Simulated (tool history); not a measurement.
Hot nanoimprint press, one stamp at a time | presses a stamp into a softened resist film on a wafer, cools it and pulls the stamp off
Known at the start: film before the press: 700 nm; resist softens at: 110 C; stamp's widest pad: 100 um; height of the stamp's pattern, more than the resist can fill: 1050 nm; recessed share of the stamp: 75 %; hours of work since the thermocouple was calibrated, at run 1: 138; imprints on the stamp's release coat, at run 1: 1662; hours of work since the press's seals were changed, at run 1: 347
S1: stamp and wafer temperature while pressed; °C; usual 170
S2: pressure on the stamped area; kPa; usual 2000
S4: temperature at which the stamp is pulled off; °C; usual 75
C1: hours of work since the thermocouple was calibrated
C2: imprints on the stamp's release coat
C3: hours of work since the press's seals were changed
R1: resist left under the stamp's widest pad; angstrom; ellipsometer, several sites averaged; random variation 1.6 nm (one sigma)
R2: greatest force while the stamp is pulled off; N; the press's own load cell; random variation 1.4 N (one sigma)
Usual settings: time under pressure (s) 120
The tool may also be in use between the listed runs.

Run 1, hour 0.0: usual settings; C1 138; C2 1662; C3 347. Result: R1 3733 angstrom, R2 197 N.
Run 2, hour 17.2: usual settings but S4 72 °C; C1 150; C2 1703; C3 359. Result: R1 3731 angstrom, R2 207 N.
Run 3, hour 44.7: usual settings but S4 72 °C; C1 170; C2 1767; C3 379. Result: R1 3699 angstrom, R2 211 N.
Run 4, hour 72.9: usual settings; C1 190; C2 1833; C3 399. Result: R1 3716 angstrom, R2 199 N.
Run 5, hour 95.4: usual settings but S2 3080 kPa; C1 206; C2 1886; C3 415. Result: R1 2968 angstrom, R2 197 N.
At hour 110.0: stamp cleaned and given a new release coat.
Run 6, hour 137.8: usual settings but S2 2790 kPa; C1 232; C2 65; C3 441. Result: R1 3129 angstrom, R2 177 N.
Run 7, hour 153.9: usual settings but S2 2790 kPa; C1 243; C2 103; C3 452. Result: R1 3095 angstrom, R2 176 N.
Run 8, hour 172.7: usual settings but S2 2790 kPa; C1 257; C2 147; C3 465. Result: R1 3131 angstrom, R2 176 N.
Run 9, hour 192.2: usual settings but S2 2790 kPa; C1 271; C2 193; C3 479. Result: R1 3098 angstrom, R2 175 N.
Run 10, hour 218.3: usual settings but S1 173 °C, S2 2790 kPa, S4 81 °C; C1 289; C2 254; C3 498. Result: R1 2810 angstrom, R2 155 N.
Run 11, hour 245.2: usual settings but S1 160 °C, time under pressure (s) 181, S4 69 °C; C1 308; C2 318; C3 517. Result: R1 4492 angstrom, R2 202 N.
Run 12, hour 264.8: usual settings but S1 174 °C, S2 2420 kPa, time under pressure (s) 91, S4 79 °C; C1 322; C2 364; C3 531. Result: R1 3210 angstrom, R2 160 N.
Run 13, hour 291.7: usual settings but S2 1470 kPa, time under pressure (s) 228; C1 341; C2 427; C3 550. Result: R1 3449 angstrom, R2 180 N.
Run 14, hour 325.5: usual settings but S2 1520 kPa, time under pressure (s) 228, S4 66 °C; C1 365; C2 506; C3 574. Result: R1 3370 angstrom, R2 216 N.
Run 15, hour 362.3: usual settings but S4 62 °C; C1 391; C2 593; C3 600. Result: R1 3637 angstrom, R2 232 N.

Run 16 comes next. What will it give?
Run 16, hour 391.1: usual settings but S1 159 °C, S2 1850 kPa; C1 412; C2 661; C3 621. Result: R1 ?, R2 ?.

R1: 5191 angstrom
R2: 179 N
Without the tool's hidden state the same run would have given R1 5358 angstrom, R2 178 N.

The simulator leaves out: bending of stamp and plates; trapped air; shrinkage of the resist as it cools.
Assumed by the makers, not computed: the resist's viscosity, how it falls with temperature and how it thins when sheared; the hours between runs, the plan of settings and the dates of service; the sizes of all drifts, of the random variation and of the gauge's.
